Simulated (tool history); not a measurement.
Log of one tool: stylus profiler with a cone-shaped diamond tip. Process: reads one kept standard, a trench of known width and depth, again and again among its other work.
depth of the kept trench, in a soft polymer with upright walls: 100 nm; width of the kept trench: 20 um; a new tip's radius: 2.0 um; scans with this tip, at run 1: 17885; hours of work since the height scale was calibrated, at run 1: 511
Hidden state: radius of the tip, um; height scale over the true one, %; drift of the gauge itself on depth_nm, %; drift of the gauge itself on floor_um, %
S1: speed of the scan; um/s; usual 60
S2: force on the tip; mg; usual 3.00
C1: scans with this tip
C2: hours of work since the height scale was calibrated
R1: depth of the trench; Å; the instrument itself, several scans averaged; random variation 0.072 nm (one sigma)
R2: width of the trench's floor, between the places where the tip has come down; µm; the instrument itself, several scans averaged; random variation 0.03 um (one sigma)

run,hour,S1,S2,C1,C2,R1,R2
1,0.0,60,3.00,17885,511,1017.9,18.19
2,63.9,60,3.00,18350,554,1017.5,18.18
3,94.2,60,3.00,18570,574,1017.8,18.17
4,156.8,60,1.21,19026,616,1007.4,18.11
5,196.1,60,3.00,19312,642,1016.1,18.15
6,243.4,60,3.00,19656,674,1015.6,18.22
7,274.4,60,3.00,19881,694,1016.5,18.19
8,317.7,60,3.00,20196,723,1016.8,18.14
9,345.7,60,3.00,20400,742,1015.0,18.19
10,396.4,26,3.00,20768,776,1016.5,18.31
11,455.6,26,3.00,21199,816,1013.9,18.25
12,506.6,95,1.29,21570,850,1007.2,17.93
13,544.2,18,3.92,21844,875,1018.1,18.24
14,584.2,18,3.92,22135,902,1018.1,18.22
15,617.8,41,4.46,22379,924,1020.4,18.26
16,658.6,52,1.71,22676,951,1009.4,18.12
17,696.7,52,1.71,22953,977,1008.8,18.14
18,725.8,112,3.00,23165,996,1014.9,18.04
19,757.8,41,2.01,23397,1018,1010.6,18.22
20,802.4,60,8.09,23722,1047,1032.8,18.17
# hour 812.5: new tip fitted, height scale calibrated
21,835.6,95,1.08,168,15,1010.4,18.37
22,868.6,95,1.08,408,37,1008.3,18.42

Forecast each of these 5 alternatives for the next run:
A,913.0,59,5.01,731,67,?,?
B,913.0,60,2.01,731,67,?,?
C,913.0,60,4.83,731,67,?,?
D,913.0,150,1.20,731,67,?,?
E,913.0,152,3.78,731,67,?,?

run,R1,R2
A,1025.8,18.68
B,1014.5,18.59
C,1026.6,18.63
D,1011.4,18.19
E,1021.6,18.41
Without the tool's hidden state the same runs would have given:
run,R1,R2
A,1026.1,18.68
B,1014.8,18.59
C,1026.9,18.63
D,1011.7,18.20
E,1021.9,18.42

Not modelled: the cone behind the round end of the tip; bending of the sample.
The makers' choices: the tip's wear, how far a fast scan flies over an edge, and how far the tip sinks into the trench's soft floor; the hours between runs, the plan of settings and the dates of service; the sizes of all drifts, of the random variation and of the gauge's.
